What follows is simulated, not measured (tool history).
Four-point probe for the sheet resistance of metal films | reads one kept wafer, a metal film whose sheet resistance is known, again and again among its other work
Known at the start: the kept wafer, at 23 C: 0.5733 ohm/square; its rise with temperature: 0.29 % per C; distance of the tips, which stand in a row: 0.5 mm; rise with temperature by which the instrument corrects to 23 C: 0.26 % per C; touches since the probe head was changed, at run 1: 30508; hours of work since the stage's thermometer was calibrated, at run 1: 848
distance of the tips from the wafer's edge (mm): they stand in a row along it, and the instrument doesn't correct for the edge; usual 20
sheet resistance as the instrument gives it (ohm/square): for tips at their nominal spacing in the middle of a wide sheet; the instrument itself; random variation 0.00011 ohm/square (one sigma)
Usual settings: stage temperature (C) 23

run	hour	stage temperature (C)	distance of the tips from the wafer's edge (mm)	touches since the probe head was changed	hours of work since the stage's thermometer was calibrated	sheet resistance as the instrument gives it (ohm/square)
1	0.0	23	20	30508	848	0.573761
2	14.4	23	20	31090	857	0.574062
3	36.3	23	20	31982	870	0.574028
4	54.2	23	20	32705	881	0.573929
5	80.0	21	20	33751	896	0.573314
6	111.2	21	20	35015	915	0.573371
7	140.5	23	20	36206	933	0.573843
8	167.6	23	20	37305	949	0.573757
9	189.6	23	20	38196	963	0.573840
10	206.5	23	6	38880	973	0.575666
11	228.4	23	20	39771	986	0.573765
12	251.8	23	16	40718	1000	0.573885
13	271.9	23	16	41532	1013	0.573797
# hour 275.3: stage's thermometer calibrated
14	292.4	23	16	42344	10	0.573671
15	324.8	23	20	43656	30	0.573541
# hour 336.6: stage's thermometer calibrated, once more
16	340.6	23	20	44277	2	0.573970
17	354.5	23	20	44842	11	0.573936
18	371.9	23	20	45547	21	0.574125
19	386.7	23	20	46148	30	0.573900
20	411.2	23	6	47141	45	0.575878
21	439.1	23	6	48274	62	0.575950
22	457.6	23	6	49022	73	0.575789
23	472.9	27	15	49644	83	0.574664
24	503.7	30	23	50892	101	0.575071
25	527.0	30	23	51836	115	0.575207
26	555.2	20	23	52982	132	0.573228
27	572.4	27	34	53678	143	0.574470
28	591.9	27	34	54467	155	0.574515
29	624.8	31	6	55804	175	0.577461
30	642.4	21	16	56515	185	0.573277
31	670.8	20	60	57667	202	0.572901
32	700.1	23	20	58855	220	0.573565
33	726.9	22	23	59942	236	0.573307
34	741.9	22	23	60550	245	0.573620
35	764.1	19	29	61449	259	0.572560
36	779.6	23	7	62077	268	0.575052
37	806.2	23	7	63157	284	0.575072
38	836.6	23	29	64392	303	0.573502
39	855.4	23	29	65154	314	0.573294
40	876.5	23	29	66007	327	0.573383
41	907.7	31	4	67275	346	0.579705
42	934.4	31	4	68356	362	0.579824
43	951.5	31	4	69047	372	0.579629
44	983.1	31	4	70333	392	0.579648

Hidden state or all else? Some run-to-run changes of sheet resistance as the instrument gives it (ohm/square), split into what the settings, what came in and random variation would give without the hidden state, and what is left for the hidden state (with any gauge scatter that isn't in both results):
The hidden state here: inner tips' distance over the nominal, %; tips' flats over new ones', %; wafer's true temperature over the reading, C; drift of the gauge itself on sheet_ohm, %.
Run 13 -> 14: stage's thermometer calibrated. sheet resistance as the instrument gives it (ohm/square) -0.000126: hidden state -0.000231, all else +0.000105.
Run 14 -> 15: distance of the tips from the wafer's edge (mm) 16 -> 20. sheet resistance as the instrument gives it (ohm/square) -0.000130: hidden state -0.000032, all else -0.000098.
Run 15 -> 16: stage's thermometer calibrated, once more. sheet resistance as the instrument gives it (ohm/square) +0.000429: hidden state +0.000607, all else -0.000178.
Run 28 -> 29: stage temperature (C) 27 -> 31, distance of the tips from the wafer's edge (mm) 34 -> 6. sheet resistance as the instrument gives it (ohm/square) +0.002946: hidden state -0.000032, all else +0.002978.
Run 29 -> 30: stage temperature (C) 31 -> 21, distance of the tips from the wafer's edge (mm) 6 -> 16. sheet resistance as the instrument gives it (ohm/square) -0.004184: hidden state -0.000021, all else -0.004163.
Run 40 -> 41: stage temperature (C) 23 -> 31, distance of the tips from the wafer's edge (mm) 29 -> 4. sheet resistance as the instrument gives it (ohm/square) +0.006322: hidden state -0.000027, all else +0.006349.
